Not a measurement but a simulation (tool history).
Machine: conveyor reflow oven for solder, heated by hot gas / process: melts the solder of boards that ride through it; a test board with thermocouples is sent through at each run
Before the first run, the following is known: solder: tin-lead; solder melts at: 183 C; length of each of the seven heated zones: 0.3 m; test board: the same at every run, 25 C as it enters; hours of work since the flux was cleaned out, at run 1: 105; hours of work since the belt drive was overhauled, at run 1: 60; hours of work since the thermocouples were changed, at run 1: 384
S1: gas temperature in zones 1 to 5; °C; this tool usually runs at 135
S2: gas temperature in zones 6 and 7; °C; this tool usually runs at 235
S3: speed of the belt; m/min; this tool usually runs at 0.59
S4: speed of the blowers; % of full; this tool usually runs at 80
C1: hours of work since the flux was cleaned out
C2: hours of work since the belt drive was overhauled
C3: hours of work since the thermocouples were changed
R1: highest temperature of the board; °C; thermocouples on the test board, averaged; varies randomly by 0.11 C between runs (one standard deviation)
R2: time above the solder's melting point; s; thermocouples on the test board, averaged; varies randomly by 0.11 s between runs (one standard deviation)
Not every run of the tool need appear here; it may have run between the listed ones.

Run 1, hour 0: usual settings; C1 105; C2 60; C3 384. Result: R1 219.4 °C, R2 46.9 s.
Run 2, hour 24.6: usual settings; C1 121; C2 75; C3 399. Result: R1 219.2 °C, R2 46.6 s.
Run 3, hour 55.8: usual settings but S4 64 % of full; C1 140; C2 95; C3 419. Result: R1 216.2 °C, R2 44.8 s.
Run 4, hour 109.6: usual settings but S4 64 % of full; C1 174; C2 128; C3 452. Result: R1 216 °C, R2 44.3 s.
Run 5, hour 143.4: usual settings but S4 64 % of full; C1 195; C2 149; C3 473. Result: R1 215.9 °C, R2 44.2 s.
Run 6, hour 190: usual settings; C1 224; C2 178; C3 502. Result: R1 218.4 °C, R2 46.2 s.
At hour 208.8: flux residue cleaned out of gas plates and filters.
Run 7, hour 246.1: usual settings; C1 23; C2 210; C3 534. Result: R1 220.3 °C, R2 47.8 s.
Run 8, hour 277.2: usual settings; C1 43; C2 229; C3 553. Result: R1 220 °C, R2 47.6 s.
Run 9, hour 314.7: usual settings; C1 66; C2 253; C3 577. Result: R1 220.1 °C, R2 47.4 s.
Run 10, hour 339.3: usual settings but S1 139 °C; C1 81; C2 268; C3 592. Result: R1 220.5 °C, R2 49 s.
Run 11, hour 393.3: usual settings but S1 139 °C; C1 115; C2 302; C3 626. Result: R1 220.1 °C, R2 48.9 s.
At hour 405.8: thermocouples of zones 6 and 7 changed.
Run 12, hour 433.2: usual settings but S1 139 °C; C1 139; C2 325; C3 17. Result: R1 221.3 °C, R2 49.1 s.
Run 13, hour 459.1: usual settings; C1 155; C2 342; C3 33. Result: R1 220.4 °C, R2 47.7 s.
Run 14, hour 508.3: usual settings; C1 185; C2 372; C3 64. Result: R1 220 °C, R2 47.6 s.
Run 15, hour 557.5: usual settings; C1 216; C2 403; C3 95. Result: R1 220 °C, R2 47.3 s.
At hour 588.4: flux residue cleaned out of gas plates and filters.
Run 16, hour 594.8: usual settings but S3 0.634 m/min; C1 4; C2 423; C3 115. Result: R1 219.3 °C, R2 43.9 s.
Run 17, hour 649.6: usual settings but S3 0.634 m/min; C1 38; C2 457; C3 149. Result: R1 219.1 °C, R2 43.7 s.
Run 18, hour 704.4: usual settings but S3 0.634 m/min; C1 72; C2 491; C3 183. Result: R1 218.7 °C, R2 43.6 s.
Run 19, hour 737.3: usual settings but S1 148 °C; C1 93; C2 512; C3 203. Result: R1 222.5 °C, R2 52.8 s.
Run 20, hour 776.1: usual settings but S1 148 °C; C1 117; C2 536; C3 228. Result: R1 222.5 °C, R2 52.9 s.
Run 21, hour 818.7: usual settings but S1 140 °C, S2 224 °C, S3 0.492 m/min, S4 73 % of full; C1 144; C2 562; C3 254. Result: R1 214.5 °C, R2 56.8 s.
Run 22, hour 858.5: usual settings but S1 127 °C, S2 225 °C, S3 0.625 m/min, S4 65 % of full; C1 168; C2 587; C3 279. Result: R1 205.5 °C, R2 32.5 s.
Run 23, hour 908.2: usual settings but S1 146 °C, S2 225 °C, S3 0.585 m/min, S4 65 % of full; C1 199; C2 618; C3 310. Result: R1 210.8 °C, R2 45.4 s.
Run 24, hour 933.9: usual settings but S1 146 °C, S2 225 °C, S3 0.585 m/min, S4 65 % of full; C1 215; C2 634; C3 326. Result: R1 210.5 °C, R2 45.3 s.
At hour 968.1: flux residue cleaned out of gas plates and filters.
Run 25, hour 983.4: usual settings but S1 146 °C, S2 225 °C, S3 0.585 m/min, S4 73 % of full; C1 10; C2 662; C3 354. Result: R1 212.8 °C, R2 47.7 s.
Run 26, hour 1034.8: usual settings but S2 234 °C, S3 0.591 m/min; C1 42; C2 694; C3 386. Result: R1 219.8 °C, R2 48 s.
Run 27, hour 1076: usual settings but S2 239 °C, S3 0.7 m/min; C1 67; C2 720; C3 411. Result: R1 218.4 °C, R2 39.2 s.
Run 28, hour 1110.5: usual settings but S1 144 °C, S2 225 °C, S3 0.491 m/min, S4 58 % of full; C1 89; C2 741; C3 433. Result: R1 214 °C, R2 57.6 s.
Run 29, hour 1147.2: usual settings but S1 121 °C, S3 0.709 m/min, S4 64 % of full; C1 112; C2 764; C3 456. Result: R1 207.6 °C, R2 28.6 s.
Run 30, hour 1185.5: usual settings but S1 121 °C, S3 0.709 m/min, S4 64 % of full; C1 136; C2 788; C3 480. Result: R1 207.5 °C, R2 28.4 s.
Run 31, hour 1236.3: usual settings but S1 121 °C, S2 236 °C, S3 0.667 m/min, S4 87 % of full; C1 167; C2 820; C3 511. Result: R1 215.2 °C, R2 36.5 s.

Each row is a separate what-if for the run after 31, all from the same tool condition, not one after another. Results?
Run A, hour 1263.9: usual settings but S3 0.476 m/min; C1 184; C2 837; C3 529. Result: R1 ?, R2 ?.
Run B, hour 1263.9: usual settings but S1 121 °C, S2 236 °C, S3 0.61 m/min, S4 70 % of full; C1 184; C2 837; C3 529. Result: R1 ?, R2 ?.
Run C, hour 1263.9: usual settings but S1 136 °C, S3 0.575 m/min, S4 51 % of full; C1 184; C2 837; C3 529. Result: R1 ?, R2 ?.
Run D, hour 1263.9: usual settings but S1 143 °C, S2 236 °C, S3 0.54 m/min, S4 87 % of full; C1 184; C2 837; C3 529. Result: R1 ?, R2 ?.

run     R1    R2
  A  224.9  64.6
  B  215.7    40
  C  215.5  45.8
  D  224.4  58.3
Without the tool's hidden state the same runs would have given:
run     R1    R2
  A  226.7    64
  B  217.8  40.4
  C  217.1  45.8
  D  226.4  57.8
